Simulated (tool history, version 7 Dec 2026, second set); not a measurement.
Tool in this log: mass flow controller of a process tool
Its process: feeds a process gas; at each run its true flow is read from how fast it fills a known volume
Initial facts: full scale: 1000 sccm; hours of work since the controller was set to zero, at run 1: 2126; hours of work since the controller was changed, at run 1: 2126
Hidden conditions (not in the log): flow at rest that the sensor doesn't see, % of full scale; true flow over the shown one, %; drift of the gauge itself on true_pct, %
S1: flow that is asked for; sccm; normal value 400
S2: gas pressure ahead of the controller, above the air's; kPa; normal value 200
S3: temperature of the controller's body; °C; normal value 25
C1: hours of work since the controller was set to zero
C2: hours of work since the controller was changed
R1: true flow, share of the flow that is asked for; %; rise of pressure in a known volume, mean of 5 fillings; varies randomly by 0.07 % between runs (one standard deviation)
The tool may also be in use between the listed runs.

run	hour	S1	S2	S3	C1	C2	R1
1	0.0	400	200	25	2126	2126	100.19
2	45.6	400	200	25	2162	2162	100.13
3	90.4	400	200	25	2197	2197	100.26
4	135.2	400	200	25	2232	2232	100.19
5	192.2	400	200	25	2277	2277	100.32
6	285.0	400	200	25	2349	2349	100.43
7	343.3	400	200	25	2395	2395	100.33
8	391.4	232	200	25	2433	2433	101.04
9	436.8	660	200	25	2468	2468	100.36
10	539.1	400	196	25	2549	2549	100.47
11	625.7	400	196	25	2616	2616	100.47
12	688.1	400	155	25	2665	2665	100.63
13	741.2	400	200	25	2707	2707	100.56
14	815.2	400	200	25	2765	2765	100.52
15	907.6	400	200	25	2837	2837	100.44
16	964.3	400	200	25	2882	2882	100.52
17	1034.5	400	200	25	2937	2937	100.62
18	1096.6	400	200	25	2985	2985	100.60
19	1179.7	267	200	25	3050	3050	101.12
20	1256.6	267	200	25	3111	3111	101.28
21	1310.2	400	227	25	3153	3153	100.73
22	1362.6	400	200	25	3194	3194	100.71
23	1419.2	400	200	24	3238	3238	100.64
24	1516.4	400	200	24	3314	3314	100.82
# hour 1525.5: controller's zero set anew
25	1574.9	400	200	24	39	3360	101.89
26	1625.0	400	145	25	78	3399	102.00
27	1673.1	636	232	25	116	3436	101.12
28	1751.9	636	232	25	177	3498	101.11
29	1841.8	636	232	25	248	3569	101.16
30	1904.2	274	227	34	297	3618	103.16
31	1968.9	587	200	27	347	3668	101.42
32	2014.5	587	200	27	383	3704	101.56
# hour 2083.9: controller's zero set anew, once more
33	2108.4	587	200	27	19	3777	99.61
34	2186.9	587	246	40	81	3839	99.82
35	2286.6	108	200	21	159	3917	98.99
36	2330.2	400	167	21	193	3951	99.29
37	2414.3	530	167	33	259	4017	99.97
38	2488.7	530	167	33	317	4075	100.09
39	2540.7	400	261	28	358	4116	99.27
40	2631.9	455	200	25	429	4187	99.66
41	2680.4	455	200	25	467	4225	99.67
42	2767.4	117	203	29	535	4293	99.90
43	2846.7	117	203	29	598	4355	100.00
44	2928.8	117	155	29	662	4420	100.48
45	2985.2	400	241	34	706	4464	99.88
46	3038.0	400	200	40	747	4505	100.12
47	3085.5	254	200	29	785	4543	99.88
48	3143.4	254	200	29	830	4588	99.74
49	3212.8	124	269	28	884	4642	100.09

Hidden state or all else? Some run-to-run changes of R1, split into what the settings, what came in and random variation would give without the hidden state, and what is left for the hidden state (with any gauge scatter that isn't in both results):
Run 29 -> 30: S1 636 -> 274, S2 232 -> 227, S3 25 -> 34. R1 +2.00 %: hidden state +2.28, all else -0.28.
Run 30 -> 31: S1 274 -> 587, S2 227 -> 200, S3 34 -> 27. R1 -1.74 %: hidden state -2.10, all else +0.36.
Run 32 -> 33: controller's zero set anew, once more. R1 -1.95 %: hidden state -1.86, all else -0.09.
